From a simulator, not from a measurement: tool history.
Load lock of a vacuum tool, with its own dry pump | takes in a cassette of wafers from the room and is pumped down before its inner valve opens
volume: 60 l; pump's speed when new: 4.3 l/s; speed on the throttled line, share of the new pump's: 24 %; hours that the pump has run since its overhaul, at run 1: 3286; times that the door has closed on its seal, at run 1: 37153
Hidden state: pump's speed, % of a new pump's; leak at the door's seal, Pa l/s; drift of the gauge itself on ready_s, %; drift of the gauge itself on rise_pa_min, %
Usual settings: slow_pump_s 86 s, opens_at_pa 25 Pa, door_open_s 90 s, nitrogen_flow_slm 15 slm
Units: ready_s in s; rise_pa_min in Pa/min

run	hour	slow_pump_s	opens_at_pa	door_open_s	nitrogen_flow_slm	hours that the pump has run since its overhaul	times that the door has closed on its seal	incoming humidity of the room's air, %	ready_s	rise_pa_min
1	0	86	25	90	15	3286	37153	44.5	181.8	0.453
2	133.3	86	25	90	15	3419	37797	48.4	185.3	0.469
3	341.5	86	25	90	15	3627	38803	47	184.4	0.492
4	430.3	86	25	90	15	3716	39232	45.8	184	0.507
# hour 483.7: door's seal changed, seat wiped
5	546.3	131	25	90	15	3830	302	43.3	219.2	0.025
6	687.3	131	25	90	15	3971	984	44.3	220.1	0.029
7	780	131	25	90	15	4064	1432	47.1	220	0.029
8	875.5	131	25	90	15	4160	1893	44.1	221.3	0.027
9	1081.5	50	25	90	15	4366	2889	44.2	159.5	0.032
10	1262	81	25	90	15	4546	3761	46.6	182.3	0.043
11	1394.6	81	25	90	15	4679	4402	46.1	183.6	0.044
12	1534.4	81	25	90	15	4818	5077	43.9	182.9	0.049
13	1632	81	25	90	15	4916	5549	46.4	181.5	0.055
14	1728.7	81	25	90	15	5013	6016	46.1	180.5	0.053
15	1907.4	77	38	168	5	5191	6880	50	174.3	0.095
16	2005.2	86	25	90	28	5289	7352	43.2	188.6	0.053
17	2170.3	86	25	90	28	5454	8150	47.4	186.5	0.069
18	2297.8	86	25	90	28	5582	8766	45.2	185.9	0.07
19	2476.5	99	27	38	28	5761	9630	44.4	195	0.073
20	2601.9	59	33	90	15	5886	10236	45.7	161.1	0.083
21	2716.4	59	33	90	15	6000	10789	44.3	163.2	0.089
22	2875.1	59	33	90	15	6159	11556	47.4	163.2	0.1
23	2998.8	47	49	90	15	6283	12154	45.5	148.3	0.101
24	3117.2	146	33	90	4	6401	12726	42.1	229.9	0.123
25	3304	75	25	90	17	6588	13628	50.6	180.5	0.13

Forecast each of these 5 alternatives for the next run:
A	3478.9	144	44	43	15	6763	14474	45.2	?	?
B	3478.9	91	25	90	17	6763	14474	44.8	?	?
C	3478.9	75	25	28	17	6763	14474	46.1	?	?
D	3478.9	64	25	90	15	6763	14474	42.7	?	?
E	3478.9	53	25	90	15	6763	14474	46.1	?	?

run	ready_s	rise_pa_min
A	225.9	0.123
B	191.8	0.132
C	179.4	0.116
D	172.9	0.121
E	163.9	0.129
Without the tool's hidden state the same runs would have given:
run	ready_s	rise_pa_min
A	221.1	0.017
B	185.7	0.026
C	173.2	0.014
D	166.4	0.017
E	157.3	0.023
